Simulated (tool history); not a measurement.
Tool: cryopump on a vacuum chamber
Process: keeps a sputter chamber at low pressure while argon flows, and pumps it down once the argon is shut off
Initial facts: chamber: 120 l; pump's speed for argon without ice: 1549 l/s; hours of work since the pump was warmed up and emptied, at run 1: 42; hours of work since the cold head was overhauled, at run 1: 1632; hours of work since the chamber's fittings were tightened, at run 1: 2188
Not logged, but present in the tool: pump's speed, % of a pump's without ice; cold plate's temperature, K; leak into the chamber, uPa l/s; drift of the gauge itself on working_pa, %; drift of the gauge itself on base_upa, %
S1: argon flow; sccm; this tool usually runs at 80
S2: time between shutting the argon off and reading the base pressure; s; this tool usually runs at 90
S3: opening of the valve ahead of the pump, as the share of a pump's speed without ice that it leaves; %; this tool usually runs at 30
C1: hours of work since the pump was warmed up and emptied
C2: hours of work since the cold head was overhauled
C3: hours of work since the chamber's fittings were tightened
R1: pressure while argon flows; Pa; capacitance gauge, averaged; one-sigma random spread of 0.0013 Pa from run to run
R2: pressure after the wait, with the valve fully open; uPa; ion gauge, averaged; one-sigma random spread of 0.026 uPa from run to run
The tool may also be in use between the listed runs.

run   hour   S1  S2  S3   C1    C2    C3      R1    R2
  1    0.0   80  90  30   42  1632  2188  0.2952  2.55
  2   71.5   80  90  30   97  1686  2243  0.2990  2.71
  3  158.1   80  90  30  163  1752  2309  0.3026  2.78
  4  234.4   80  90  30  221  1811  2367  0.3085  2.98
  5  296.8   80  90  41  268  1858  2414  0.2354  3.10
  6  341.6   80  90  41  303  1892  2449  0.2388  3.14
     351.4  -- pump warmed up, emptied and cooled again
  7  410.5   80  86  30   45  1941  2497  0.2980  2.80
  8  469.5   92  36  59   90  1986  2542  0.1801  4.25
  9  509.5  113  40  17  120  2016  2573  0.7368  4.03
 10  578.6  140  40  27  173  2069  2625  0.5897  4.13
 11  671.7   40  65  27  244  2140  2696  0.1715  3.50
 12  714.7  144  22  30  277  2173  2729  0.5648  6.40
     760.0  -- pump warmed up, emptied and cooled again
 13  793.9   87  45  30   26  2229  2785  0.3184  3.79
 14  874.4   87  45  30   87  2290  2847  0.3244  3.99

What if the next run were any one of these 4? Each begins from the tool's condition after run 14:
  A  961.1   87   93  40  153  2356  2913   ?   ?
  B  961.1   33  209  30  153  2356  2913   ?   ?
  C  961.1   74  299  36  153  2356  2913   ?   ?
  D  961.1  105  218  30  153  2356  2913   ?   ?

run      R1    R2
  A  0.2506  3.20
  B  0.1248  2.55
  C  0.2348  2.47
  D  0.3995  2.59
Without the tool's unlogged condition, the same runs would have read:
run      R1    R2
  A  0.2367  1.14
  B  0.1195  0.53
  C  0.2231  0.45
  D  0.3827  0.60
